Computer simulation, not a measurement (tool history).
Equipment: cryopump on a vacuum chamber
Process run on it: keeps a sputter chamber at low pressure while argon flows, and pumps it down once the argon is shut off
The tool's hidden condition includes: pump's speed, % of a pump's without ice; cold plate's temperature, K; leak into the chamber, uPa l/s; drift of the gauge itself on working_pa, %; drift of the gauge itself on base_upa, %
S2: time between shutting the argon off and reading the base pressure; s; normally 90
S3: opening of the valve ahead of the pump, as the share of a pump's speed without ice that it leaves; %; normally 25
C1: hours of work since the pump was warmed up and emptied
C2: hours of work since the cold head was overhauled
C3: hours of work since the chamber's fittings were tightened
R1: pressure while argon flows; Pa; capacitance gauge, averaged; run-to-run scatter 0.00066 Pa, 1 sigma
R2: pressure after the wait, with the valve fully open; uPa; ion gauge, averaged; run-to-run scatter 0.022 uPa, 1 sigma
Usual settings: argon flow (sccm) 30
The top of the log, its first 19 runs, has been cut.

Run 20, hour 694.7: usual settings but S2 22 s, S3 49 %; C1 232; C2 608; C3 1913. Result: R1 0.061 Pa, R2 3.81 uPa.
Run 21, hour 736.4: usual settings but S2 22 s, S3 49 %; C1 263; C2 639; C3 1944. Result: R1 0.0626 Pa, R2 3.87 uPa.
Run 22, hour 779.5: usual settings but argon flow (sccm) 17, S2 76 s, S3 39 %; C1 296; C2 671; C3 1977. Result: R1 0.0436 Pa, R2 2.71 uPa.
Run 23, hour 828.4: usual settings but argon flow (sccm) 17, S2 76 s, S3 39 %; C1 332; C2 708; C3 2013. Result: R1 0.0441 Pa, R2 2.9 uPa.
Run 24, hour 863: usual settings but argon flow (sccm) 17, S2 76 s, S3 39 %; C1 358; C2 734; C3 2039. Result: R1 0.0463 Pa, R2 2.96 uPa.
At hour 892.6: pump warmed up, emptied and cooled again.
Run 25, hour 911.3: usual settings but argon flow (sccm) 19, S2 76 s, S3 39 %; C1 14; C2 766; C3 2072. Result: R1 0.0431 Pa, R2 2.29 uPa.
Run 26, hour 941: usual settings but argon flow (sccm) 35, S2 36 s, S3 48 %; C1 36; C2 788; C3 2094. Result: R1 0.0662 Pa, R2 2.75 uPa.
Run 27, hour 967.8: usual settings but argon flow (sccm) 35, S2 36 s, S3 48 %; C1 56; C2 809; C3 2114. Result: R1 0.0675 Pa, R2 2.97 uPa.
Run 28, hour 1006.8: usual settings but argon flow (sccm) 35, S2 36 s, S3 48 %; C1 86; C2 838; C3 2143. Result: R1 0.0677 Pa, R2 2.95 uPa.
At hour 1041.5: leaking fittings of the chamber tightened, without venting.
Run 29, hour 1057.4: usual settings but argon flow (sccm) 15, S2 65 s, S3 48 %; C1 122; C2 874; C3 12. Result: R1 0.0299 Pa, R2 0.77 uPa.
Run 30, hour 1109.5: usual settings but argon flow (sccm) 13, S2 139 s, S3 48 %; C1 161; C2 913; C3 51. Result: R1 0.026 Pa, R2 0.49 uPa.
Run 31, hour 1163.8: usual settings but S3 52 %; C1 202; C2 954; C3 92. Result: R1 0.0577 Pa, R2 0.7 uPa.
Run 32, hour 1189.8: usual settings but S3 52 %; C1 221; C2 973; C3 111. Result: R1 0.0585 Pa, R2 0.74 uPa.
Run 33, hour 1217.9: usual settings but S3 52 %; C1 242; C2 994; C3 132. Result: R1 0.0583 Pa, R2 0.76 uPa.
Run 34, hour 1249.6: usual settings but S3 52 %; C1 266; C2 1018; C3 156. Result: R1 0.0603 Pa, R2 0.78 uPa.

What if the next run were any one of these 4? Each begins from the tool's condition after run 34:
Run A, hour 1273.3: usual settings but S2 281 s, S3 52 %; C1 284; C2 1036; C3 174. Result: R1 ?, R2 ?.
Run B, hour 1273.3: usual settings but argon flow (sccm) 45, S2 135 s, S3 26 %; C1 284; C2 1036; C3 174. Result: R1 ?, R2 ?.
Run C, hour 1273.3: usual settings but argon flow (sccm) 45, S3 30 %; C1 284; C2 1036; C3 174. Result: R1 ?, R2 ?.
Run D, hour 1273.3: usual settings but argon flow (sccm) 17, S2 155 s, S3 35 %; C1 284; C2 1036; C3 174. Result: R1 ?, R2 ?.

run      R1    R2
  A  0.0602  0.54
  B  0.1674  0.69
  C  0.1459  0.78
  D  0.0482  0.64
Take away the tool's hidden state, keep each run's random variation, and the runs would have read:
run      R1    R2
  A  0.0513  0.28
  B  0.1542  0.44
  C  0.1327  0.53
  D  0.0432  0.39
